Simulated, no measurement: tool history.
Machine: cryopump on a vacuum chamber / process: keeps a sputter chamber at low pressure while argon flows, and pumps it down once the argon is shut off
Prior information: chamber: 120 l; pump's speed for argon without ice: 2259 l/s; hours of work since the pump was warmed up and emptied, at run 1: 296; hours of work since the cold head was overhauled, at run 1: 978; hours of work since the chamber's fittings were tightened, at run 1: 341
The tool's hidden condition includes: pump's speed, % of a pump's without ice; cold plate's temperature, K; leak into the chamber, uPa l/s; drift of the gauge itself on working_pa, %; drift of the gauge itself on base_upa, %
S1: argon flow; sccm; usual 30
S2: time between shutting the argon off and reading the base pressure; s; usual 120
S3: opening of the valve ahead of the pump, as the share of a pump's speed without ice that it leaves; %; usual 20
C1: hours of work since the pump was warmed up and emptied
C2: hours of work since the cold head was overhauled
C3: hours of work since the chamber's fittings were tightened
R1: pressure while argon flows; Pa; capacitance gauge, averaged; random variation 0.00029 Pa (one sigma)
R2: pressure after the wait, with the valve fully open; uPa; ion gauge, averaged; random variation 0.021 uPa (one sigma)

{"run": 1, "hour": 0.0, "S1": 30, "S2": 120, "S3": 20, "C1": 296, "C2": 978, "C3": 341, "R1": 0.1142, "R2": 0.8}
{"run": 2, "hour": 37.3, "S1": 30, "S2": 120, "S3": 20, "C1": 322, "C2": 1004, "C3": 367, "R1": 0.114, "R2": 0.76}
{"run": 3, "hour": 74.3, "S1": 30, "S2": 81, "S3": 20, "C1": 347, "C2": 1030, "C3": 392, "R1": 0.1142, "R2": 1.02}
{"run": 4, "hour": 105.4, "S1": 30, "S2": 81, "S3": 20, "C1": 369, "C2": 1051, "C3": 414, "R1": 0.1144, "R2": 0.95}
{"run": 5, "hour": 132.9, "S1": 30, "S2": 81, "S3": 20, "C1": 388, "C2": 1071, "C3": 433, "R1": 0.1144, "R2": 1.01}
{"run": 6, "hour": 165.8, "S1": 30, "S2": 81, "S3": 20, "C1": 411, "C2": 1093, "C3": 456, "R1": 0.1152, "R2": 1.03}
{"run": 7, "hour": 198.7, "S1": 30, "S2": 40, "S3": 20, "C1": 434, "C2": 1116, "C3": 479, "R1": 0.1152, "R2": 1.64}
{"run": 8, "hour": 219.6, "S1": 30, "S2": 40, "S3": 20, "C1": 448, "C2": 1131, "C3": 493, "R1": 0.1148, "R2": 1.65}
{"run": 9, "hour": 254.6, "S1": 30, "S2": 40, "S3": 20, "C1": 473, "C2": 1155, "C3": 518, "R1": 0.1148, "R2": 1.7}
{"run": 10, "hour": 292.1, "S1": 30, "S2": 40, "S3": 20, "C1": 499, "C2": 1181, "C3": 544, "R1": 0.1156, "R2": 1.62}
{"run": 11, "hour": 322.5, "S1": 30, "S2": 120, "S3": 59, "C1": 520, "C2": 1202, "C3": 565, "R1": 0.041, "R2": 0.96}
{"run": 12, "hour": 348.7, "S1": 16, "S2": 120, "S3": 20, "C1": 538, "C2": 1221, "C3": 583, "R1": 0.0615, "R2": 0.95}
{"run": 13, "hour": 376.3, "S1": 30, "S2": 198, "S3": 20, "C1": 557, "C2": 1240, "C3": 602, "R1": 0.116, "R2": 0.79}
{"run": 14, "hour": 405.0, "S1": 30, "S2": 120, "S3": 20, "C1": 577, "C2": 1260, "C3": 622, "R1": 0.1152, "R2": 1.03}
{"run": 15, "hour": 442.5, "S1": 19, "S2": 120, "S3": 20, "C1": 603, "C2": 1286, "C3": 648, "R1": 0.0731, "R2": 1.04}
{"run": 16, "hour": 473.0, "S1": 19, "S2": 120, "S3": 20, "C1": 625, "C2": 1307, "C3": 670, "R1": 0.0732, "R2": 1.06}

Expected results for the next run?
{"run": 17, "hour": 502.8, "S1": 19, "S2": 120, "S3": 20, "C1": 645, "C2": 1328, "C3": 690, "R1": "?", "R2": "?"}

{"run 17": {"R1": 0.0733, "R2": 1.11}}
Minus the tool's unlogged condition, the same run would have read R1 0.0709 Pa, R2 0.53 uPa.

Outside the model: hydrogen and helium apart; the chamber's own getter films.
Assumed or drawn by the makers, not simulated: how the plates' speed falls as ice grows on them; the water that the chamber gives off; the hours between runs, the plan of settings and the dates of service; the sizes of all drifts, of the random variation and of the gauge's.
